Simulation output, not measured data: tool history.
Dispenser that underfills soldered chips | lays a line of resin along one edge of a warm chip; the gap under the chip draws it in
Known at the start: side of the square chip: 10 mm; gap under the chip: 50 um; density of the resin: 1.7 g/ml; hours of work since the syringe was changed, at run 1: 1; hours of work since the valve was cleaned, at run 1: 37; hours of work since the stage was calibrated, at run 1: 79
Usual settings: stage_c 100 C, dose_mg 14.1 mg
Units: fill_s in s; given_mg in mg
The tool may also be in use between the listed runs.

run	day	stage_c	dose_mg	hours of work since the syringe was changed	hours of work since the valve was cleaned	hours of work since the stage was calibrated	fill_s	given_mg
1	0	100	14.1	1	37	79	69.2	13.88
2	0.121	93	14.1	2	39	81	104.7	13.91
3	0.242	93	14.1	4	41	83	122.2	13.77
# day 0.296: new syringe of resin
4	0.4	93	14.1	2	44	86	96.7	13.89
# day 0.633: new syringe of resin
5	0.633	100	14.1	0	47	89	66.5	13.78
6	0.808	100	14.1	3	50	92	79.7	13.83
7	0.908	100	12.3	4	52	94	95.9	11.98
# day 0.975: new syringe of resin
8	1.125	100	12.3	2	55	97	82.3	12.08
9	1.225	100	12.3	4	57	99	91.8	12.09
# day 1.304: new syringe of resin
10	1.379	100	13	1	59	101	73.6	12.7
11	1.592	100	14.1	5	62	104	95.8	13.72
# day 1.646: dispensing valve cleaned and set on the balance
# day 1.671: new syringe of resin
12	1.85	100	14.1	3	3	108	83.7	14.05
13	1.971	100	14.1	5	5	110	94.6	14.11
# day 2.004: new syringe of resin
14	2.158	100	14.1	2	8	112	80.1	14.18
# day 2.346: new syringe of resin
15	2.404	100	14.1	1	12	116	70.2	14.09
16	2.533	100	14.1	3	14	118	84.1	14.03
# day 2.679: new syringe of resin
17	2.767	100	14.1	1	17	122	74.2	14.08
18	2.871	100	14.1	3	19	124	84.5	14.04
19	2.983	85	13.9	5	21	125	167.6	13.82
# day 3.012: new syringe of resin
20	3.096	85	13.9	1	23	127	126.4	13.87
21	3.317	100	14.1	5	26	131	98.4	14.02
# day 3.346: new syringe of resin
22	3.433	100	14.1	1	28	132	74.6	13.94
23	3.65	100	16.2	5	31	136	95.8	15.96
# day 3.675: new syringe of resin
24	3.879	105	17.7	3	35	139	72.1	17.54
# day 4.004: new syringe of resin
25	4.079	97	12.8	1	38	142	82	12.64
26	4.188	97	12.8	3	40	144	93.7	12.69
27	4.308	107	14.1	5	42	146	76.9	13.86
# day 4.338: new syringe of resin
28	4.488	107	14.1	2	44	149	64.1	13.84
29	4.612	107	14.1	4	46	151	75.2	13.94
# day 4.667: new syringe of resin
30	4.821	99	14.1	2	50	154	84.3	13.81
31	4.962	99	14.1	5	52	156	101.5	13.87
# day 4.992: new syringe of resin
32	5.183	99	14.1	3	55	160	89.5	13.73
# day 5.329: new syringe of resin
33	5.379	88	13.1	1	58	163	109.6	12.85
34	5.608	87	14.7	5	62	166	147.7	14.34
# day 5.662: new syringe of resin
# day 5.704: dispensing valve cleaned and set on the balance
35	5.817	95	17.9	2	2	169	90.6	17.91

4 ways to go on from here, each from the tool as it stands after run 35. What would each give?
# day 6.042: new syringe of resin
A	6.046	105	17.2	0	5	173	?	?
# day 6.042: new syringe of resin
B	6.046	95	17.3	0	5	173	?	?
# day 6.042: new syringe of resin
C	6.046	112	15.6	0	5	173	?	?
# day 6.042: new syringe of resin
D	6.046	113	14.1	0	5	173	?	?

run	fill_s	given_mg
A	56.5	17.05
B	78.9	17.25
C	45.1	15.47
D	42.8	13.98
Without the tool's hidden state the same runs would have given:
run	fill_s	given_mg
A	57.2	17.11
B	79.9	17.31
C	45.6	15.52
D	43.3	14.03

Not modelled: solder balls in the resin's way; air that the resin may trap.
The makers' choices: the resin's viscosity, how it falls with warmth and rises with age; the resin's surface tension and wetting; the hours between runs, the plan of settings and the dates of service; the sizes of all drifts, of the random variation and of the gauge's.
